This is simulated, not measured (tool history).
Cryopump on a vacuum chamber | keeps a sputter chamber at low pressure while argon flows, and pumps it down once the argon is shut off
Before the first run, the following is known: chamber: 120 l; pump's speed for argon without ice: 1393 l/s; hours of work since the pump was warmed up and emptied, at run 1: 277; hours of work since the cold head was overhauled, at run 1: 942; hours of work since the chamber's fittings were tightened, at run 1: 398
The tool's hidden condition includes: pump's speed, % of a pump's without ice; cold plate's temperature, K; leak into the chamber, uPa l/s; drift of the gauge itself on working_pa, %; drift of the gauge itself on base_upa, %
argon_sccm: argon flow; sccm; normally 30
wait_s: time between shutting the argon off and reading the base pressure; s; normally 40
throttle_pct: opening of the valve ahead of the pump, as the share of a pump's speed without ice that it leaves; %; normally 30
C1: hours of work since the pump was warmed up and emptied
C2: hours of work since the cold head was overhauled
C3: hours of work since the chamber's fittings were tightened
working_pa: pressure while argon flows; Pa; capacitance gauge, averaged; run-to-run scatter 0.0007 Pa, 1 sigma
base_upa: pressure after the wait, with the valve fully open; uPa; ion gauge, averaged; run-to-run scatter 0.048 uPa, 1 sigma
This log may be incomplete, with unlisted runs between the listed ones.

Run 1, hour 0: usual settings; C1 277; C2 942; C3 398. Result: working_pa 0.1259 Pa, base_upa 3.36 uPa.
Run 2, hour 31.6: usual settings but argon_sccm 13 sccm; C1 290; C2 955; C3 411. Result: working_pa 0.0552 Pa, base_upa 3.28 uPa.
Run 3, hour 85: usual settings but wait_s 35 s; C1 312; C2 977; C3 433. Result: working_pa 0.1264 Pa, base_upa 3.83 uPa.
Run 4, hour 122.5: usual settings but wait_s 35 s; C1 327; C2 992; C3 448. Result: working_pa 0.1274 Pa, base_upa 3.75 uPa.
Run 5, hour 153.2: usual settings but wait_s 35 s; C1 340; C2 1005; C3 461. Result: working_pa 0.1286 Pa, base_upa 3.71 uPa.
Run 6, hour 204.8: usual settings; C1 361; C2 1026; C3 482. Result: working_pa 0.1289 Pa, base_upa 3.42 uPa.
Run 7, hour 248.7: usual settings; C1 379; C2 1044; C3 500. Result: working_pa 0.1278 Pa, base_upa 3.38 uPa.
Run 8, hour 284.9: usual settings; C1 394; C2 1059; C3 515. Result: working_pa 0.1291 Pa, base_upa 3.54 uPa.
Run 9, hour 331.7: usual settings; C1 413; C2 1078; C3 534. Result: working_pa 0.129 Pa, base_upa 3.62 uPa.
Run 10, hour 395.5: usual settings; C1 440; C2 1104; C3 560. Result: working_pa 0.1298 Pa, base_upa 3.62 uPa.
Run 11, hour 430.2: usual settings; C1 454; C2 1119; C3 575. Result: working_pa 0.1298 Pa, base_upa 3.64 uPa.
Run 12, hour 460.7: usual settings; C1 466; C2 1131; C3 587. Result: working_pa 0.1313 Pa, base_upa 3.66 uPa.
Run 13, hour 524.4: usual settings but argon_sccm 50 sccm; C1 493; C2 1157; C3 613. Result: working_pa 0.2209 Pa, base_upa 3.72 uPa.
Run 14, hour 559.5: usual settings; C1 507; C2 1172; C3 628. Result: working_pa 0.1314 Pa, base_upa 3.68 uPa.
Run 15, hour 591.9: usual settings; C1 520; C2 1185; C3 641. Result: working_pa 0.1325 Pa, base_upa 3.75 uPa.
Run 16, hour 659.8: usual settings; C1 548; C2 1213; C3 669. Result: working_pa 0.1331 Pa, base_upa 3.76 uPa.
Run 17, hour 698.9: usual settings but throttle_pct 31 %; C1 564; C2 1229; C3 685. Result: working_pa 0.1296 Pa, base_upa 3.9 uPa.
Run 18, hour 770.9: usual settings but argon_sccm 45 sccm, throttle_pct 54 %; C1 594; C2 1259; C3 715. Result: working_pa 0.1202 Pa, base_upa 3.86 uPa.
Run 19, hour 800.2: usual settings but argon_sccm 28 sccm; C1 606; C2 1271; C3 727. Result: working_pa 0.1255 Pa, base_upa 3.84 uPa.
At hour 859.8: pump warmed up, emptied and cooled again.
Run 20, hour 859.8: usual settings but argon_sccm 28 sccm; C1 0; C2 1293; C3 749. Result: working_pa 0.1136 Pa, base_upa 3.62 uPa.
Run 21, hour 912.2: usual settings but argon_sccm 28 sccm, throttle_pct 22 %; C1 22; C2 1315; C3 771. Result: working_pa 0.154 Pa, base_upa 3.59 uPa.
Run 22, hour 949: usual settings but argon_sccm 16 sccm; C1 37; C2 1330; C3 786. Result: working_pa 0.0651 Pa, base_upa 3.65 uPa.
Run 23, hour 1014.6: usual settings but argon_sccm 16 sccm; C1 64; C2 1357; C3 813. Result: working_pa 0.0651 Pa, base_upa 3.7 uPa.
Run 24, hour 1056.5: usual settings but argon_sccm 16 sccm; C1 81; C2 1374; C3 830. Result: working_pa 0.0651 Pa, base_upa 3.77 uPa.
Run 25, hour 1115.2: usual settings but argon_sccm 16 sccm; C1 105; C2 1398; C3 854. Result: working_pa 0.0649 Pa, base_upa 3.78 uPa.
Run 26, hour 1173.9: usual settings but argon_sccm 24 sccm; C1 129; C2 1422; C3 878. Result: working_pa 0.0995 Pa, base_upa 3.83 uPa.
Run 27, hour 1224.3: usual settings but argon_sccm 20 sccm, wait_s 105 s, throttle_pct 40 %; C1 150; C2 1443; C3 899. Result: working_pa 0.0624 Pa, base_upa 2.18 uPa.
Run 28, hour 1291.6: usual settings but wait_s 31 s; C1 177; C2 1470; C3 926. Result: working_pa 0.1256 Pa, base_upa 4.6 uPa.
Run 29, hour 1346.5: usual settings but wait_s 27 s, throttle_pct 38 %; C1 200; C2 1493; C3 949. Result: working_pa 0.1 Pa, base_upa 5.21 uPa.
Run 30, hour 1391.8: usual settings but argon_sccm 53 sccm, throttle_pct 15 %; C1 219; C2 1512; C3 968. Result: working_pa 0.4396 Pa, base_upa 3.81 uPa.
Run 31, hour 1461: usual settings but argon_sccm 53 sccm, throttle_pct 15 %; C1 247; C2 1540; C3 996. Result: working_pa 0.4346 Pa, base_upa 4.1 uPa.
Run 32, hour 1518.3: usual settings but wait_s 276 s; C1 270; C2 1564; C3 1020. Result: working_pa 0.1263 Pa, base_upa 1.73 uPa.
Run 33, hour 1571: usual settings but argon_sccm 57 sccm, wait_s 30 s; C1 292; C2 1585; C3 1041. Result: working_pa 0.2418 Pa, base_upa 4.9 uPa.

Some steps in working_pa between neighbouring runs. How much of each would the tool show without its hidden state too (settings, what came in, random variation), and how much is left for the hidden state, with any gauge scatter that isn't in both results?
Run 12 -> 13: argon_sccm 30 -> 50. working_pa +0.0896 Pa: hidden state +0.0074, all else +0.0822.
Run 17 -> 18: argon_sccm 30 -> 45, throttle_pct 31 -> 54. working_pa -0.0094 Pa: hidden state +0.0072, all else -0.0166.
Run 19 -> 20: pump warmed up, emptied and cooled again. working_pa -0.0119 Pa: hidden state -0.0118, all else -0.0001.
Run 29 -> 30: argon_sccm 30 -> 53, wait_s 27 -> 40, throttle_pct 38 -> 15. working_pa +0.3396 Pa: hidden state +0.0037, all else +0.3359.
Run 31 -> 32: argon_sccm 53 -> 30, wait_s 40 -> 276, throttle_pct 15 -> 30. working_pa -0.3083 Pa: hidden state -0.0031, all else -0.3052.
Run 32 -> 33: argon_sccm 30 -> 57, wait_s 276 -> 30. working_pa +0.1155 Pa: hidden state +0.0056, all else +0.1099.
